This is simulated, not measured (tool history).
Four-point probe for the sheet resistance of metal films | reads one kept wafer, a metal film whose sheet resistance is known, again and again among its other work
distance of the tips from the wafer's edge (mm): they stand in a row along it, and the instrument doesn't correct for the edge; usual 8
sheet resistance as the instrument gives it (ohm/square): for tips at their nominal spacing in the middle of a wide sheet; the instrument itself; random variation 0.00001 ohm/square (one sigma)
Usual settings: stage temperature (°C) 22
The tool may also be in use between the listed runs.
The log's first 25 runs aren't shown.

run,hour,stage temperature (°C),distance of the tips from the wafer's edge (mm),touches since the probe head was changed,hours of work since the stage's thermometer was calibrated,sheet resistance as the instrument gives it (ohm/square)
26,846.7,23,28,77380,1168,0.050250
27,879.9,26,8,79006,1188,0.050760
28,911.7,19,8,80561,1208,0.050992
29,956.3,30,7,82744,1236,0.050843
30,993.9,24,31,84586,1259,0.050210
31,1029.6,24,31,86331,1281,0.050211
32,1052.1,22,21,87432,1295,0.050328
33,1086.3,26,15,89105,1316,0.050291
34,1130.0,26,21,91246,1343,0.050202
35,1172.7,20,6,93334,1370,0.051473
36,1202.3,30,37,94786,1388,0.050010
37,1247.2,30,22,96981,1416,0.050069
38,1290.8,19,11,99117,1443,0.050703
39,1325.7,22,19,100825,1464,0.050369
40,1349.6,26,4,101993,1479,0.052662
41,1384.3,23,35,103692,1500,0.050231

5 ways to go on from here, each from the tool as it stands after run 41. What would each give?
A,1418.7,19,28,105372,1522,?
B,1418.7,21,40,105372,1522,?
C,1418.7,27,23,105372,1522,?
D,1418.7,20,3,105372,1522,?
E,1418.7,27,5,105372,1522,?

run,sheet resistance as the instrument gives it (ohm/square)
A,0.050392
B,0.050304
C,0.050168
D,0.054686
E,0.051750
Without the tool's hidden state the same runs would have given:
run,sheet resistance as the instrument gives it (ohm/square)
A,0.050394
B,0.050306
C,0.050169
D,0.054687
E,0.051751
